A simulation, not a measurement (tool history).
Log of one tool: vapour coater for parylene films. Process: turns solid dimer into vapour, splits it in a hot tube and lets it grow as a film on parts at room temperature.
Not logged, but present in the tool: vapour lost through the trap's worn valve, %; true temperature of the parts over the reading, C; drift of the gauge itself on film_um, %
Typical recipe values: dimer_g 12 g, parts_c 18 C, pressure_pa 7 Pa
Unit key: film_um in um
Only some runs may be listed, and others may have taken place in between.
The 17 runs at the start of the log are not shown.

run,hour,dimer_g,parts_c,pressure_pa,hours of work since the trap's valve was overhauled,hours of work since the table's thermometer was calibrated,film_um
18,334,8,21,6.78,301,349,3.47
# hour 339.9: trap's valve overhauled
19,358.9,12,13,8.72,11,361,5.84
20,384.1,9,17,9.65,25,375,3.96
21,395.2,8,18,2.93,31,381,4.15
# hour 407.1: trap's valve overhauled, once more
22,415.5,8,18,2.93,5,390,4.61
23,431.8,8,15,2.18,14,399,5.39
24,457.4,12,19,5.76,28,414,6.1
25,470.5,12,19,5.76,36,421,6
26,484.2,12,19,5.76,43,429,6.01
27,507.7,16,11,7,56,442,9.52
28,531,16,11,7,69,455,9.53
29,556.1,16,11,7,83,469,9.51
30,575.9,16,11,7,95,480,9.42
31,594.1,5,11,7.23,105,490,2.95
32,619.9,10,11,7,119,505,5.92
33,642,22,28,7,132,517,8.39
34,667.8,22,28,7,146,531,8.34

Branching from run 34: 4 alternative next runs. What would each branch give?
A,678.6,11,23,4.01,152,537,?
B,678.6,11,13,3.63,152,537,?
C,678.6,22,24,7,152,537,?
D,678.6,22,11,3.1,152,537,?

run,film_um
A,5.17
B,6.93
C,9.36
D,14.65
Without the tool's unlogged condition, the same runs would have read:
run,film_um
A,5.3
B,7.1
C,9.59
D,15.02
